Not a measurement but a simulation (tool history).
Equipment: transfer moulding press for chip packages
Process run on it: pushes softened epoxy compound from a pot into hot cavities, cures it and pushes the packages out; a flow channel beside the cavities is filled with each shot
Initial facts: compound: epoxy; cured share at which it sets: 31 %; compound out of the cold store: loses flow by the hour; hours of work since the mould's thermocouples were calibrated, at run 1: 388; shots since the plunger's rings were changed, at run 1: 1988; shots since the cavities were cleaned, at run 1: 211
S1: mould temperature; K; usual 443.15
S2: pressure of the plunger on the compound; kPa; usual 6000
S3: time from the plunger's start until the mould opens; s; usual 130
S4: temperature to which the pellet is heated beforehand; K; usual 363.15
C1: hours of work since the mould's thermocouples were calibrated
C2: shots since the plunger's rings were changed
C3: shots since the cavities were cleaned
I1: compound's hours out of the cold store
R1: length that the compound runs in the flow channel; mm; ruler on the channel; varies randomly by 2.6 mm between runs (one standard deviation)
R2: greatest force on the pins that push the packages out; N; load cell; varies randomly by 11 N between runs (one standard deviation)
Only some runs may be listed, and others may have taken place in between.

run 1 day=0 | S1=443.15 S2=6000 S3=130 S4=363.15 | C1=388 C2=1988 C3=211 | I1=46.6 | R1=662 R2=582
run 2 day=2.862 | S1=443.15 S2=6000 S3=130 S4=363.15 | C1=424 C2=2517 C3=740 | I1=32.3 | R1=717 R2=693
-- day=3.329 cavities cleaned with cleaning compound and waxed
run 3 day=6.008 | S1=443.15 S2=6000 S3=130 S4=363.15 | C1=462 C2=3088 C3=496 | I1=13.6 | R1=790 R2=735
-- day=7.171 plunger's sealing rings changed
-- day=7.858 cavities cleaned with cleaning compound and waxed
run 4 day=9.846 | S1=443.15 S2=6000 S3=130 S4=363.15 | C1=508 C2=483 C3=367 | I1=34.4 | R1=732 R2=635
-- day=12.238 cavities cleaned with cleaning compound and waxed
run 5 day=12.533 | S1=443.15 S2=6000 S3=130 S4=363.15 | C1=541 C2=969 C3=55 | I1=29.2 | R1=749 R2=529
run 6 day=14.533 | S1=443.15 S2=6000 S3=123 S4=363.15 | C1=566 C2=1338 C3=424 | I1=15.7 | R1=812 R2=719
-- day=16.658 cavities cleaned with cleaning compound and waxed
run 7 day=16.708 | S1=443.15 S2=6000 S3=123 S4=363.15 | C1=593 C2=1729 C3=9 | I1=45.4 | R1=669 R2=560
run 8 day=18.304 | S1=443.15 S2=6000 S3=123 S4=363.15 | C1=613 C2=2025 C3=305 | I1=43.9 | R1=670 R2=660
run 9 day=20.85 | S1=443.15 S2=6000 S3=123 S4=363.15 | C1=644 C2=2495 C3=775 | I1=21.9 | R1=762 R2=785
-- day=21.192 cavities cleaned with cleaning compound and waxed
run 10 day=23.421 | S1=443.15 S2=6000 S3=130 S4=363.15 | C1=676 C2=2960 C3=413 | I1=37 | R1=686 R2=652
-- day=25.4 plunger's sealing rings changed
-- day=25.708 cavities cleaned with cleaning compound and waxed
run 11 day=26.846 | S1=443.15 S2=6000 S3=125 S4=363.15 | C1=717 C2=256 C3=211 | I1=22 | R1=794 R2=627
run 12 day=29.712 | S1=443.15 S2=6390 S3=125 S4=363.15 | C1=752 C2=785 C3=740 | I1=31.1 | R1=769 R2=770
-- day=30.242 cavities cleaned with cleaning compound and waxed
-- day=32.258 mould's thermocouples calibrated
run 13 day=32.546 | S1=443.15 S2=6000 S3=130 S4=363.15 | C1=4 C2=1283 C3=411 | I1=11 | R1=830 R2=664
-- day=34.721 cavities cleaned with cleaning compound and waxed
run 14 day=35.621 | S1=443.15 S2=5440 S3=130 S4=355.15 | C1=41 C2=1840 C3=166 | I1=21.1 | R1=738 R2=582
run 15 day=38.888 | S1=443.15 S2=5440 S3=130 S4=355.15 | C1=82 C2=2444 C3=770 | I1=34.6 | R1=672 R2=721
-- day=39.179 cavities cleaned with cleaning compound and waxed
run 16 day=42.275 | S1=446.15 S2=5440 S3=130 S4=355.15 | C1=124 C2=3060 C3=573 | I1=47.7 | R1=602 R2=657
-- day=43.625 plunger's sealing rings changed
-- day=43.688 cavities cleaned with cleaning compound and waxed
run 17 day=44.354 | S1=444.15 S2=5440 S3=115 S4=371.15 | C1=148 C2=123 C3=123 | I1=22.4 | R1=749 R2=644
run 18 day=47.862 | S1=444.15 S2=5440 S3=115 S4=371.15 | C1=192 C2=772 C3=772 | I1=11 | R1=799 R2=877
-- day=48.225 cavities cleaned with cleaning compound and waxed
run 19 day=50.054 | S1=444.15 S2=4980 S3=141 S4=371.15 | C1=218 C2=1166 C3=339 | I1=29.9 | R1=671 R2=564
-- day=52.846 cavities cleaned with cleaning compound and waxed
run 20 day=53.758 | S1=444.15 S2=4980 S3=141 S4=371.15 | C1=264 C2=1840 C3=169 | I1=30.5 | R1=664 R2=546
-- day=57.275 cavities cleaned with cleaning compound and waxed
run 21 day=57.6 | S1=443.15 S2=6000 S3=123 S4=363.15 | C1=311 C2=2539 C3=60 | I1=45.7 | R1=660 R2=559
run 22 day=60.9 | S1=443.15 S2=6000 S3=123 S4=363.15 | C1=352 C2=3149 C3=670 | I1=13.8 | R1=797 R2=810
-- day=61.8 plunger's sealing rings changed
-- day=61.862 cavities cleaned with cleaning compound and waxed
run 23 day=63.475 | S1=443.15 S2=6000 S3=123 S4=363.15 | C1=382 C2=298 C3=298 | I1=46 | R1=684 R2=643
-- day=66.212 cavities cleaned with cleaning compound and waxed
run 24 day=66.679 | S1=443.15 S2=6000 S3=123 S4=363.15 | C1=422 C2=879 C3=86 | I1=21.3 | R1=790 R2=613
run 25 day=69.233 | S1=444.15 S2=6000 S3=130 S4=363.15 | C1=454 C2=1351 C3=558 | I1=47.2 | R1=664 R2=680
-- day=70.667 cavities cleaned with cleaning compound and waxed
run 26 day=71.525 | S1=444.15 S2=6000 S3=130 S4=363.15 | C1=482 C2=1764 C3=159 | I1=14.3 | R1=807 R2=572

Results for each run, recomputed without the tool's hidden state and with each run's random variation untouched:
What the log doesn't record here: true mould temperature over the reading, C; pressure that reaches the compound, % of what is set; grip of the stained cavities, % over clean ones'; drift of the gauge itself on flow_mm, %; drift of the gauge itself on push_out_n, %.
run=1 R1=686 R2=491
run=2 R1=750 R2=482
run=3 R1=837 R2=544
run=4 R1=740 R2=495
run=5 R1=764 R2=494
run=6 R1=834 R2=535
run=7 R1=692 R2=529
run=8 R1=697 R2=524
run=9 R1=799 R2=528
run=10 R1=727 R2=496
run=11 R1=795 R2=506
run=12 R1=778 R2=517
run=13 R1=852 R2=514
run=14 R1=766 R2=506
run=15 R1=705 R2=499
run=16 R1=639 R2=486
run=17 R1=750 R2=566
run=18 R1=809 R2=603
run=19 R1=684 R2=448
run=20 R1=685 R2=474
run=21 R1=691 R2=520
run=22 R1=844 R2=567
run=23 R1=687 R2=513
run=24 R1=803 R2=542
run=25 R1=682 R2=492
run=26 R1=835 R2=480
